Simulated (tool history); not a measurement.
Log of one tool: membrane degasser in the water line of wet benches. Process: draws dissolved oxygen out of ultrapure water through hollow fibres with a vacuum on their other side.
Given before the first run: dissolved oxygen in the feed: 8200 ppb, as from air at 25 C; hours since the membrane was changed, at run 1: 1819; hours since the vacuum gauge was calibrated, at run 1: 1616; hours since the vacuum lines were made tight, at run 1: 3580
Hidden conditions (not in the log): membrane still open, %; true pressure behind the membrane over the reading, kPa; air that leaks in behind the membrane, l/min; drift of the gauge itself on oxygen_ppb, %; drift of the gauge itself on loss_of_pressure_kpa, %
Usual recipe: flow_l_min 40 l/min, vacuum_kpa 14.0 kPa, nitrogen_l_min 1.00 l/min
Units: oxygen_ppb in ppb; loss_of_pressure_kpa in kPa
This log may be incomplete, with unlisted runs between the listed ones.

| run | hour | flow_l_min | vacuum_kpa | nitrogen_l_min | hours since the membrane was changed | hours since the vacuum gauge was calibrated | hours since the vacuum lines were made tight | oxygen_ppb | loss_of_pressure_kpa |
|---|---|---|---|---|---|---|---|---|---|
| 1 | 0.0 | 40 | 14.0 | 1.00 | 1819 | 1616 | 3580 | 810.6 | 52.59 |
| 2 | 42.6 | 40 | 14.0 | 1.00 | 1861 | 1658 | 3623 | 811.1 | 52.20 |
| 3 | 73.2 | 40 | 14.0 | 1.00 | 1892 | 1689 | 3653 | 810.2 | 52.90 |
| 4 | 105.9 | 40 | 14.0 | 1.00 | 1924 | 1722 | 3686 | 811.8 | 52.63 |
| 5 | 156.0 | 31 | 14.0 | 1.00 | 1975 | 1772 | 3736 | 663.5 | 40.87 |
| 6 | 200.0 | 31 | 14.0 | 1.00 | 2019 | 1816 | 3780 | 664.0 | 41.04 |
| 7 | 229.1 | 40 | 31.1 | 1.00 | 2048 | 1845 | 3809 | 1829.5 | 52.25 |
| 8 | 254.6 | 40 | 31.1 | 1.00 | 2073 | 1870 | 3835 | 1831.0 | 52.31 |
| 9 | 302.9 | 40 | 31.1 | 1.00 | 2121 | 1919 | 3883 | 1836.7 | 52.75 |
| 10 | 345.3 | 61 | 14.0 | 1.00 | 2164 | 1961 | 3925 | 1095.0 | 80.21 |
| 11 | 391.3 | 61 | 14.0 | 1.00 | 2210 | 2007 | 3971 | 1095.2 | 80.32 |
| 12 | 420.9 | 61 | 14.0 | 1.00 | 2240 | 2037 | 4001 | 1096.0 | 80.33 |
| 13 | 472.8 | 61 | 14.0 | 1.00 | 2291 | 2089 | 4053 | 1099.7 | 79.97 |
| 14 | 509.2 | 61 | 14.0 | 1.00 | 2328 | 2125 | 4089 | 1096.7 | 80.29 |
| 15 | 553.7 | 61 | 19.2 | 1.00 | 2372 | 2169 | 4134 | 1534.0 | 80.17 |
| 16 | 592.2 | 61 | 19.2 | 1.00 | 2411 | 2208 | 4172 | 1534.3 | 81.05 |
| 17 | 613.6 | 26 | 19.2 | 1.00 | 2432 | 2229 | 4194 | 831.2 | 34.04 |
| 18 | 655.1 | 57 | 9.8 | 1.24 | 2474 | 2271 | 4235 | 580.1 | 75.29 |
| 19 | 695.5 | 57 | 9.8 | 1.24 | 2514 | 2311 | 4275 | 576.8 | 75.16 |
| 20 | 720.8 | 47 | 16.7 | 1.24 | 2539 | 2337 | 4301 | 951.7 | 62.15 |
| 21 | 756.8 | 30 | 33.6 | 0.71 | 2575 | 2373 | 4337 | 2030.0 | 39.63 |
| 22 | 807.3 | 47 | 33.4 | 1.87 | 2626 | 2423 | 4387 | 1408.4 | 62.15 |
| 23 | 844.3 | 47 | 16.4 | 0.56 | 2663 | 2460 | 4424 | 1586.4 | 61.77 |
| 24 | 874.7 | 40 | 9.4 | 1.67 | 2693 | 2490 | 4455 | 323.8 | 52.64 |
| 25 | 927.5 | 29 | 32.0 | 0.90 | 2746 | 2543 | 4507 | 1621.6 | 38.03 |
| 26 | 956.4 | 40 | 14.0 | 0.75 | 2775 | 2572 | 4536 | 1001.2 | 52.85 |
| 27 | 982.9 | 40 | 14.0 | 0.75 | 2801 | 2599 | 4563 | 1001.1 | 52.66 |
| 28 | 1023.1 | 48 | 14.7 | 2.91 | 2842 | 2639 | 4603 | 423.9 | 63.43 |
| 29 | 1070.6 | 30 | 13.4 | 1.35 | 2889 | 2686 | 4651 | 483.8 | 39.56 |
| 30 | 1093.7 | 54 | 13.4 | 1.35 | 2912 | 2710 | 4674 | 772.0 | 71.38 |
| 31 | 1146.0 | 40 | 14.0 | 2.56 | 2965 | 2762 | 4726 | 380.2 | 52.72 |

Alternative continuations, all from the tool just after run 31; predict every row:
| A | 1191.0 | 29 | 28.6 | 0.48 | 3010 | 2807 | 4771 | ? | ? |
| B | 1191.0 | 33 | 10.4 | 1.63 | 3010 | 2807 | 4771 | ? | ? |
| C | 1191.0 | 40 | 14.0 | 1.34 | 3010 | 2807 | 4771 | ? | ? |
| D | 1191.0 | 56 | 26.8 | 0.45 | 3010 | 2807 | 4771 | ? | ? |

| run | oxygen_ppb | loss_of_pressure_kpa |
|---|---|---|
| A | 2214.2 | 37.98 |
| B | 322.3 | 43.34 |
| C | 650.7 | 53.03 |
| D | 3096.9 | 74.54 |
Stripped of hidden state, with their random variation kept, the same runs would have yielded:
| run | oxygen_ppb | loss_of_pressure_kpa |
|---|---|---|
| A | 2201.9 | 37.50 |
| B | 312.8 | 42.80 |
| C | 638.6 | 52.37 |
| D | 3087.9 | 73.62 |
